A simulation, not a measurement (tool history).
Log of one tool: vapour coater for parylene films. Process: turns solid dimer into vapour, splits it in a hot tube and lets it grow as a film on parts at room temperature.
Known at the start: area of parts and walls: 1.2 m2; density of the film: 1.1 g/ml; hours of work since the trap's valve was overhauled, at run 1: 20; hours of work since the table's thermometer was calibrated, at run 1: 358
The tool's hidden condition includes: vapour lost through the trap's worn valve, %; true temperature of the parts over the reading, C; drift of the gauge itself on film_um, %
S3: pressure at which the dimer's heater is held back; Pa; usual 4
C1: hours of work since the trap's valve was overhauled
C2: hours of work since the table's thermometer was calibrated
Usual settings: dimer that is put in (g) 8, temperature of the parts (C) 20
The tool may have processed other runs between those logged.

run 1 hour=0 | dimer_that_is_put_in_(g)=8 temperature_of_the_parts_(C)=20 S3=4 | C1=20 C2=358 | thickness_of_the_film_(um)=4.64
run 2 hour=9.6 | dimer_that_is_put_in_(g)=8 temperature_of_the_parts_(C)=20 S3=4 | C1=27 C2=365 | thickness_of_the_film_(um)=4.71
run 3 hour=18.9 | dimer_that_is_put_in_(g)=8 temperature_of_the_parts_(C)=20 S3=4 | C1=34 C2=371 | thickness_of_the_film_(um)=4.78
run 4 hour=33.6 | dimer_that_is_put_in_(g)=8 temperature_of_the_parts_(C)=17 S3=4 | C1=45 C2=382 | thickness_of_the_film_(um)=5.32
run 5 hour=42.6 | dimer_that_is_put_in_(g)=8 temperature_of_the_parts_(C)=23 S3=4 | C1=51 C2=389 | thickness_of_the_film_(um)=4.12
run 6 hour=52.3 | dimer_that_is_put_in_(g)=10 temperature_of_the_parts_(C)=23 S3=4 | C1=58 C2=396 | thickness_of_the_film_(um)=5.18
run 7 hour=61.9 | dimer_that_is_put_in_(g)=10 temperature_of_the_parts_(C)=23 S3=4 | C1=65 C2=403 | thickness_of_the_film_(um)=5.1
run 8 hour=73.5 | dimer_that_is_put_in_(g)=8 temperature_of_the_parts_(C)=20 S3=6.75 | C1=74 C2=411 | thickness_of_the_film_(um)=4.17
run 9 hour=80.1 | dimer_that_is_put_in_(g)=8 temperature_of_the_parts_(C)=19 S3=4 | C1=79 C2=416 | thickness_of_the_film_(um)=4.81
run 10 hour=96.2 | dimer_that_is_put_in_(g)=8 temperature_of_the_parts_(C)=19 S3=4 | C1=90 C2=428 | thickness_of_the_film_(um)=4.81
run 11 hour=112.6 | dimer_that_is_put_in_(g)=8 temperature_of_the_parts_(C)=21 S3=4 | C1=102 C2=440 | thickness_of_the_film_(um)=4.46
run 12 hour=121.3 | dimer_that_is_put_in_(g)=8 temperature_of_the_parts_(C)=21 S3=4 | C1=108 C2=446 | thickness_of_the_film_(um)=4.31
run 13 hour=128.3 | dimer_that_is_put_in_(g)=8 temperature_of_the_parts_(C)=21 S3=4 | C1=114 C2=451 | thickness_of_the_film_(um)=4.34
run 14 hour=140.6 | dimer_that_is_put_in_(g)=8 temperature_of_the_parts_(C)=18 S3=4 | C1=123 C2=460 | thickness_of_the_film_(um)=4.94
run 15 hour=149.6 | dimer_that_is_put_in_(g)=3 temperature_of_the_parts_(C)=20 S3=4 | C1=129 C2=466 | thickness_of_the_film_(um)=1.68
run 16 hour=156.8 | dimer_that_is_put_in_(g)=3 temperature_of_the_parts_(C)=20 S3=4 | C1=134 C2=472 | thickness_of_the_film_(um)=1.71
run 17 hour=172.9 | dimer_that_is_put_in_(g)=3 temperature_of_the_parts_(C)=20 S3=4 | C1=146 C2=483 | thickness_of_the_film_(um)=1.72
run 18 hour=185.3 | dimer_that_is_put_in_(g)=3 temperature_of_the_parts_(C)=20 S3=4 | C1=155 C2=492 | thickness_of_the_film_(um)=1.68
run 19 hour=194.1 | dimer_that_is_put_in_(g)=3 temperature_of_the_parts_(C)=20 S3=4 | C1=161 C2=499 | thickness_of_the_film_(um)=1.7
run 20 hour=203.7 | dimer_that_is_put_in_(g)=3 temperature_of_the_parts_(C)=20 S3=4 | C1=168 C2=506 | thickness_of_the_film_(um)=1.67
run 21 hour=212.8 | dimer_that_is_put_in_(g)=8 temperature_of_the_parts_(C)=20 S3=4 | C1=175 C2=512 | thickness_of_the_film_(um)=4.48
run 22 hour=224.9 | dimer_that_is_put_in_(g)=9 temperature_of_the_parts_(C)=20 S3=4 | C1=184 C2=521 | thickness_of_the_film_(um)=5.12
run 23 hour=241 | dimer_that_is_put_in_(g)=9 temperature_of_the_parts_(C)=20 S3=2.62 | C1=196 C2=533 | thickness_of_the_film_(um)=5.44
run 24 hour=251.9 | dimer_that_is_put_in_(g)=8 temperature_of_the_parts_(C)=30 S3=4 | C1=203 C2=541 | thickness_of_the_film_(um)=2.82
run 25 hour=258.6 | dimer_that_is_put_in_(g)=8 temperature_of_the_parts_(C)=26 S3=2.18 | C1=208 C2=546 | thickness_of_the_film_(um)=3.75
run 26 hour=273.1 | dimer_that_is_put_in_(g)=7 temperature_of_the_parts_(C)=20 S3=10.49 | C1=219 C2=556 | thickness_of_the_film_(um)=3.3
run 27 hour=288.8 | dimer_that_is_put_in_(g)=4 temperature_of_the_parts_(C)=20 S3=10.49 | C1=230 C2=568 | thickness_of_the_film_(um)=1.81
run 28 hour=295.8 | dimer_that_is_put_in_(g)=4 temperature_of_the_parts_(C)=20 S3=10.49 | C1=235 C2=573 | thickness_of_the_film_(um)=1.89
run 29 hour=303.3 | dimer_that_is_put_in_(g)=3 temperature_of_the_parts_(C)=14 S3=3.1 | C1=241 C2=578 | thickness_of_the_film_(um)=2.06
run 30 hour=311.2 | dimer_that_is_put_in_(g)=10 temperature_of_the_parts_(C)=30 S3=5.01 | C1=247 C2=584 | thickness_of_the_film_(um)=3.36
run 31 hour=318.3 | dimer_that_is_put_in_(g)=4 temperature_of_the_parts_(C)=16 S3=2.33 | C1=252 C2=589 | thickness_of_the_film_(um)=2.75
run 32 hour=327.5 | dimer_that_is_put_in_(g)=4 temperature_of_the_parts_(C)=16 S3=2.33 | C1=258 C2=596 | thickness_of_the_film_(um)=2.76
run 33 hour=341.6 | dimer_that_is_put_in_(g)=4 temperature_of_the_parts_(C)=17 S3=10.55 | C1=269 C2=606 | thickness_of_the_film_(um)=2.03
run 34 hour=351.2 | dimer_that_is_put_in_(g)=12 temperature_of_the_parts_(C)=16 S3=4.13 | C1=276 C2=613 | thickness_of_the_film_(um)=7.82
run 35 hour=366.8 | dimer_that_is_put_in_(g)=8 temperature_of_the_parts_(C)=14 S3=4 | C1=287 C2=624 | thickness_of_the_film_(um)=5.44
run 36 hour=380.1 | dimer_that_is_put_in_(g)=8 temperature_of_the_parts_(C)=14 S3=4 | C1=297 C2=634 | thickness_of_the_film_(um)=5.48
run 37 hour=391.1 | dimer_that_is_put_in_(g)=3 temperature_of_the_parts_(C)=20 S3=4.56 | C1=305 C2=642 | thickness_of_the_film_(um)=1.56
run 38 hour=406.7 | dimer_that_is_put_in_(g)=8 temperature_of_the_parts_(C)=13 S3=5.01 | C1=316 C2=653 | thickness_of_the_film_(um)=5.39
run 39 hour=415.8 | dimer_that_is_put_in_(g)=8 temperature_of_the_parts_(C)=13 S3=5.01 | C1=323 C2=660 | thickness_of_the_film_(um)=5.46
run 40 hour=429.9 | dimer_that_is_put_in_(g)=8 temperature_of_the_parts_(C)=13 S3=5.01 | C1=333 C2=670 | thickness_of_the_film_(um)=5.39
run 41 hour=441.2 | dimer_that_is_put_in_(g)=8 temperature_of_the_parts_(C)=13 S3=4 | C1=341 C2=679 | thickness_of_the_film_(um)=5.39
run 42 hour=448.7 | dimer_that_is_put_in_(g)=8 temperature_of_the_parts_(C)=15 S3=4 | C1=347 C2=684 | thickness_of_the_film_(um)=5.27
run 43 hour=461 | dimer_that_is_put_in_(g)=8 temperature_of_the_parts_(C)=20 S3=4.42 | C1=356 C2=693 | thickness_of_the_film_(um)=4.14
run 44 hour=473.8 | dimer_that_is_put_in_(g)=8 temperature_of_the_parts_(C)=15 S3=3.66 | C1=365 C2=702 | thickness_of_the_film_(um)=5.4
run 45 hour=486.5 | dimer_that_is_put_in_(g)=8 temperature_of_the_parts_(C)=15 S3=3.66 | C1=374 C2=711 | thickness_of_the_film_(um)=5.34
run 46 hour=500.3 | dimer_that_is_put_in_(g)=4 temperature_of_the_parts_(C)=29 S3=4.59 | C1=384 C2=721 | thickness_of_the_film_(um)=1.38
run 47 hour=513.2 | dimer_that_is_put_in_(g)=4 temperature_of_the_parts_(C)=13 S3=3.73 | C1=393 C2=731 | thickness_of_the_film_(um)=2.67
run 48 hour=522.7 | dimer_that_is_put_in_(g)=11 temperature_of_the_parts_(C)=31 S3=11.28 | C1=400 C2=738 | thickness_of_the_film_(um)=2.9

Below are 4 alternative next runs, each starting from the tool's condition after run 48. Predict each:
run A hour=535.4 | dimer_that_is_put_in_(g)=8 temperature_of_the_parts_(C)=16 S3=4 | C1=410 C2=747 | thickness_of_the_film_(um)=?
run B hour=535.4 | dimer_that_is_put_in_(g)=5 temperature_of_the_parts_(C)=31 S3=11.28 | C1=410 C2=747 | thickness_of_the_film_(um)=?
run C hour=535.4 | dimer_that_is_put_in_(g)=3 temperature_of_the_parts_(C)=17 S3=3.66 | C1=410 C2=747 | thickness_of_the_film_(um)=?
run D hour=535.4 | dimer_that_is_put_in_(g)=5 temperature_of_the_parts_(C)=31 S3=11.28 | C1=410 C2=747 | thickness_of_the_film_(um)=?

run=A thickness_of_the_film_(um)=4.92
run=B thickness_of_the_film_(um)=1.32
run=C thickness_of_the_film_(um)=1.75
run=D thickness_of_the_film_(um)=1.35
Take away the tool's hidden state, keep each run's random variation, and the runs would have read:
run=A thickness_of_the_film_(um)=5.78
run=B thickness_of_the_film_(um)=1.56
run=C thickness_of_the_film_(um)=2.06
run=D thickness_of_the_film_(um)=1.58

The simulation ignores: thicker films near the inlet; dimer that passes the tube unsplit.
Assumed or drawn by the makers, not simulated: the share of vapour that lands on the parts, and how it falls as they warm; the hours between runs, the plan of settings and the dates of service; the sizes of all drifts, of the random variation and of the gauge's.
